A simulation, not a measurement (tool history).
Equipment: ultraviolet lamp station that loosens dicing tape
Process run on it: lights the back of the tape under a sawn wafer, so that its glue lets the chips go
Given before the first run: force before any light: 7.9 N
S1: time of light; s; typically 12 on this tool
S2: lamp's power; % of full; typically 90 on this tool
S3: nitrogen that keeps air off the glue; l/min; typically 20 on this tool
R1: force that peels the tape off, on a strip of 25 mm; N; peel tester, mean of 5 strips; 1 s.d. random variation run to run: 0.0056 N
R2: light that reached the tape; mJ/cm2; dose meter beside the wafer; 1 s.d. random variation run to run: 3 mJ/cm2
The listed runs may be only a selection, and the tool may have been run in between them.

run	hour	S1	S2	S3	R1	R2
1	0.0	12	90	20	0.250	321
2	43.9	12	90	20	0.263	321
# hour 71.4: window cleaned of glue's vapour
3	92.6	12	90	12	0.372	331
4	129.6	7	90	20	0.830	193
5	191.9	7	90	20	0.870	187
6	233.2	7	90	20	0.884	188
7	301.8	12	90	20	0.252	319
8	354.0	12	90	20	0.261	312
9	434.2	12	90	20	0.287	307
10	466.7	13	63	7	1.330	233
11	504.8	9	86	7	1.399	220
12	556.7	11	90	20	0.348	273
13	594.5	11	90	20	0.364	276
14	664.3	10	72	8	1.525	193
15	726.5	10	63	14	1.448	170

Each row is a separate what-if for the run after 15, all from the same tool condition, not one after another. Results?
A	759.8	9	96	24	?	?
B	759.8	7	96	19	?	?
C	759.8	7	81	11	?	?
D	759.8	9	63	8	?	?
E	759.8	13	61	15	?	?

run	R1	R2
A	0.492	232
B	1.010	180
C	1.903	147
D	2.309	150
E	0.861	209
Take away the tool's hidden state, keep each run's random variation, and the runs would have read:
run	R1	R2
A	0.176	354
B	0.391	275
C	0.925	227
D	1.219	229
E	0.315	320

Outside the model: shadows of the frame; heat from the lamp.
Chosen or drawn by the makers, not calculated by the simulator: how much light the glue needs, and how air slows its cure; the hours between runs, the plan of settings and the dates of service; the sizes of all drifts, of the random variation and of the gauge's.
